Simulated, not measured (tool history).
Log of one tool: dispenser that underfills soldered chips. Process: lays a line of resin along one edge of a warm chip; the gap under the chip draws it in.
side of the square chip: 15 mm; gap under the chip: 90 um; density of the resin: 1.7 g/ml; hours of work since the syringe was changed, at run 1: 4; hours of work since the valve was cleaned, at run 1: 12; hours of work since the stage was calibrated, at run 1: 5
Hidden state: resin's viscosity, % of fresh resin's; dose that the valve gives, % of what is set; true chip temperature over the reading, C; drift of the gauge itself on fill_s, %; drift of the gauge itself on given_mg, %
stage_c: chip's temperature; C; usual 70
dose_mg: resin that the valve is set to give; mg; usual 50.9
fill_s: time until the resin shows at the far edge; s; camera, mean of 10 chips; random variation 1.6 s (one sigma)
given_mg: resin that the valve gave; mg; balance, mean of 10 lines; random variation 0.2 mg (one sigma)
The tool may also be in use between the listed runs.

| run | day | stage_c | dose_mg | hours of work since the syringe was changed | hours of work since the valve was cleaned | hours of work since the stage was calibrated | fill_s | given_mg |
|---|---|---|---|---|---|---|---|---|
| 1 | 0.000 | 70 | 50.9 | 4 | 12 | 5 | 208.8 | 50.04 |
|  | 0.262 | new syringe of resin |
| 2 | 0.292 | 70 | 50.9 | 0 | 16 | 10 | 165.2 | 50.43 |
| 3 | 0.500 | 70 | 50.9 | 4 | 19 | 13 | 207.9 | 50.30 |
| 4 | 0.700 | 70 | 50.9 | 7 | 22 | 16 | 257.1 | 50.28 |
|  | 0.762 | new syringe of resin |
| 5 | 0.938 | 65 | 50.9 | 3 | 25 | 19 | 253.5 | 49.98 |
| 6 | 1.233 | 65 | 50.9 | 7 | 30 | 24 | 358.7 | 49.69 |
|  | 1.271 | new syringe of resin |
| 7 | 1.408 | 68 | 58.9 | 2 | 32 | 26 | 204.7 | 57.84 |
| 8 | 1.662 | 85 | 55.8 | 6 | 36 | 30 | 112.4 | 54.89 |
|  | 1.762 | new syringe of resin |
| 9 | 1.892 | 85 | 44.5 | 2 | 39 | 33 | 91.7 | 43.70 |
|  | 2.054 | dispensing valve cleaned and set on the balance |
| 10 | 2.096 | 59 | 53.9 | 4 | 1 | 36 | 403.7 | 53.49 |
|  | 2.288 | new syringe of resin |
| 11 | 2.292 | 83 | 63.5 | 0 | 3 | 38 | 80.4 | 63.01 |
| 12 | 2.467 | 83 | 63.5 | 3 | 6 | 41 | 97.2 | 63.11 |

5 ways to go on from here, each from the tool as it stands after run 12. What would each give?
|  | 2.788 | new syringe of resin |
| A | 2.817 | 73 | 46.6 | 0 | 11 | 46 | ? | ? |
|  | 2.788 | new syringe of resin |
| B | 2.817 | 77 | 48.0 | 0 | 11 | 46 | ? | ? |
|  | 2.788 | new syringe of resin |
| C | 2.817 | 83 | 45.1 | 0 | 11 | 46 | ? | ? |
|  | 2.788 | new syringe of resin |
| D | 2.817 | 83 | 52.3 | 0 | 11 | 46 | ? | ? |
|  | 2.788 | new syringe of resin |
| E | 2.817 | 70 | 45.3 | 0 | 11 | 46 | ? | ? |

| run | fill_s | given_mg |
|---|---|---|
| A | 148.4 | 46.37 |
| B | 115.9 | 47.34 |
| C | 89.7 | 44.61 |
| D | 86.0 | 51.92 |
| E | 171.3 | 44.63 |
Without the tool's hidden state the same runs would have given:
| run | fill_s | given_mg |
|---|---|---|
| A | 141.9 | 46.76 |
| B | 110.8 | 47.73 |
| C | 85.7 | 44.98 |
| D | 82.3 | 52.35 |
| E | 163.9 | 45.00 |

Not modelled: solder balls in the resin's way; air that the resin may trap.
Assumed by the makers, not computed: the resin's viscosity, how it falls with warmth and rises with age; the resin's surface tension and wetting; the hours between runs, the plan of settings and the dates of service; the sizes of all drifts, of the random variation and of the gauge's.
